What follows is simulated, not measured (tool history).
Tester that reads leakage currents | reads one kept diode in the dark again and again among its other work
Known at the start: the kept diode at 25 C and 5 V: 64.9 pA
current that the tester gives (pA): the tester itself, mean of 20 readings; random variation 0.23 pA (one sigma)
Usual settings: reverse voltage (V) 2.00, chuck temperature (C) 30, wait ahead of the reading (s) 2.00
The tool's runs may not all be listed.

| run | hour | reverse voltage (V) | chuck temperature (C) | wait ahead of the reading (s) | current that the tester gives (pA) |
|---|---|---|---|---|---|
| 1 | 0.0 | 2.00 | 30 | 2.00 | 82.68 |
| 2 | 30.7 | 2.00 | 30 | 3.50 | 82.56 |
| 3 | 65.6 | 2.00 | 30 | 2.00 | 83.18 |
| 4 | 100.2 | 2.00 | 30 | 2.00 | 83.12 |
| 5 | 124.0 | 2.00 | 30 | 2.00 | 83.22 |
| 6 | 142.4 | 2.00 | 30 | 2.00 | 83.40 |
| 7 | 177.8 | 2.00 | 30 | 2.00 | 83.49 |
| 8 | 194.4 | 2.00 | 30 | 2.00 | 83.19 |
| 9 | 230.6 | 2.00 | 32 | 2.00 | 100.21 |
| 10 | 259.6 | 2.00 | 32 | 2.00 | 100.21 |
| 11 | 286.8 | 2.00 | 32 | 2.00 | 100.07 |
| 12 | 308.3 | 2.00 | 54 | 8.61 | 637.89 |
| 13 | 338.4 | 2.00 | 32 | 3.90 | 100.28 |
| 14 | 362.3 | 11.70 | 30 | 2.00 | 176.79 |
| 15 | 389.3 | 11.70 | 30 | 2.00 | 177.62 |
| 16 | 422.5 | 1.13 | 30 | 2.00 | 67.06 |
| 17 | 437.8 | 9.07 | 31 | 2.00 | 173.45 |
| 18 | 462.8 | 2.05 | 31 | 3.69 | 93.60 |
| 19 | 482.1 | 2.00 | 30 | 5.75 | 84.89 |
| 20 | 513.5 | 2.00 | 20 | 2.00 | 34.75 |
| 21 | 541.4 | 4.17 | 32 | 0.54 | 138.80 |
| 22 | 559.9 | 3.07 | 29 | 2.00 | 92.82 |

The same runs without the tool's hidden state, with the same run-to-run variation:
The hidden state here: stray current of the dirty probe card, pA a volt; current scale over the true one, %; true chuck temperature over the reading, C; drift of the gauge itself on leakage_pa, %.
| run | current that the tester gives (pA) |
|---|---|
| 1 | 73.68 |
| 2 | 73.41 |
| 3 | 73.82 |
| 4 | 73.62 |
| 5 | 73.57 |
| 6 | 73.66 |
| 7 | 73.56 |
| 8 | 73.22 |
| 9 | 88.48 |
| 10 | 88.32 |
| 11 | 88.06 |
| 12 | 579.59 |
| 13 | 87.94 |
| 14 | 146.29 |
| 15 | 146.65 |
| 16 | 58.64 |
| 17 | 145.20 |
| 18 | 81.19 |
| 19 | 73.33 |
| 20 | 28.45 |
| 21 | 118.87 |
| 22 | 78.75 |

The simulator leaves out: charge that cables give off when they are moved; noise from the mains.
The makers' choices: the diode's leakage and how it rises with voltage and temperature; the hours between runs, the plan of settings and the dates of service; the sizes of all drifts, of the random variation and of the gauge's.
